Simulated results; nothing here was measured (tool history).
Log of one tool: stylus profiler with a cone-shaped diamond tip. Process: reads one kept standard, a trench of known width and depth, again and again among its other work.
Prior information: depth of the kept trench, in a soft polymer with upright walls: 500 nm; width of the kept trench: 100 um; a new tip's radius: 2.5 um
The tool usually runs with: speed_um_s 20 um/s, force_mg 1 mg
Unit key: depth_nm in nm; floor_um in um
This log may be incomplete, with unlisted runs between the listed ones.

run 1 hour=0 | speed_um_s=20 force_mg=1 | depth_nm=501.34 floor_um=96.2
run 2 hour=106.3 | speed_um_s=20 force_mg=2 | depth_nm=502.59 floor_um=96.05
run 3 hour=168.1 | speed_um_s=20 force_mg=2 | depth_nm=502.74 floor_um=96.01
run 4 hour=272.4 | speed_um_s=20 force_mg=1 | depth_nm=500.88 floor_um=95.8
run 5 hour=371.2 | speed_um_s=20 force_mg=1 | depth_nm=500.66 floor_um=95.7
run 6 hour=434.4 | speed_um_s=20 force_mg=1 | depth_nm=500.39 floor_um=95.64
run 7 hour=526.1 | speed_um_s=20 force_mg=1 | depth_nm=500.34 floor_um=95.55
run 8 hour=608.6 | speed_um_s=20 force_mg=1 | depth_nm=500.38 floor_um=95.42
run 9 hour=666.4 | speed_um_s=20 force_mg=1 | depth_nm=500.53 floor_um=95.47
-- hour=675.1 height scale calibrated on a step standard
run 10 hour=733.5 | speed_um_s=20 force_mg=1 | depth_nm=499.07 floor_um=95.34
run 11 hour=819.4 | speed_um_s=59 force_mg=0.51 | depth_nm=498.07 floor_um=94.71
-- hour=833 height scale calibrated on a step standard, once more
run 12 hour=894 | speed_um_s=59 force_mg=2.88 | depth_nm=504.8 floor_um=95.05
run 13 hour=941 | speed_um_s=30 force_mg=1.73 | depth_nm=503.47 floor_um=95.09
run 14 hour=1043.7 | speed_um_s=30 force_mg=1.73 | depth_nm=503.17 floor_um=95.01

What will run 15 give?
run 15 hour=1127.3 | speed_um_s=45 force_mg=0.54 | depth_nm=? floor_um=?

{"run 15": {"depth_nm": 501.22, "floor_um": 94.57}}
Had the tool carried no hidden state, the very same run would have given depth_nm 501.75 nm, floor_um 96.43 um.
